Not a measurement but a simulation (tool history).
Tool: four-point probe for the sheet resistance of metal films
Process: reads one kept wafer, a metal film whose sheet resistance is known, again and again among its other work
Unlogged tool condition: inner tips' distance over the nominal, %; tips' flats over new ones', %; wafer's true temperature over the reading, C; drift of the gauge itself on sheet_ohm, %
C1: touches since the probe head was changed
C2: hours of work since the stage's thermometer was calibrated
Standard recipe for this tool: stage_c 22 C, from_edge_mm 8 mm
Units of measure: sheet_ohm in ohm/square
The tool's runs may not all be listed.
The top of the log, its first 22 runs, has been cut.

Run 23, hour 337.4: usual settings but stage_c 30 C, from_edge_mm 10 mm; C1 28851; C2 859. Result: sheet_ohm 0.475579 ohm/square.
Run 24, hour 359.6: usual settings but stage_c 30 C, from_edge_mm 10 mm; C1 29397; C2 874. Result: sheet_ohm 0.475763 ohm/square.
Run 25, hour 381.3: usual settings but stage_c 30 C, from_edge_mm 10 mm; C1 29927; C2 889. Result: sheet_ohm 0.475566 ohm/square.
Run 26, hour 394.5: usual settings but stage_c 30 C, from_edge_mm 10 mm; C1 30253; C2 898. Result: sheet_ohm 0.475514 ohm/square.
Run 27, hour 415.4: usual settings but stage_c 26 C, from_edge_mm 5 mm; C1 30765; C2 912. Result: sheet_ohm 0.478890 ohm/square.
Run 28, hour 426.9: usual settings but stage_c 26 C, from_edge_mm 5 mm; C1 31045; C2 920. Result: sheet_ohm 0.478777 ohm/square.
Run 29, hour 439.2: usual settings but stage_c 26 C, from_edge_mm 5 mm; C1 31347; C2 928. Result: sheet_ohm 0.478820 ohm/square.
Run 30, hour 457.2: usual settings but stage_c 29 C, from_edge_mm 9 mm; C1 31788; C2 940. Result: sheet_ohm 0.475896 ohm/square.
Run 31, hour 466.4: usual settings but stage_c 29 C, from_edge_mm 9 mm; C1 32015; C2 946. Result: sheet_ohm 0.476017 ohm/square.

Forecast run 32:
Run 32, hour 479.8: usual settings but from_edge_mm 48 mm; C1 32343; C2 956. Result: sheet_ohm ?.

{"run 32": {"sheet_ohm": 0.4751}}
With the hidden condition absent and the run-to-run variation left alone, this run would have shown sheet_ohm 0.479892 ohm/square.
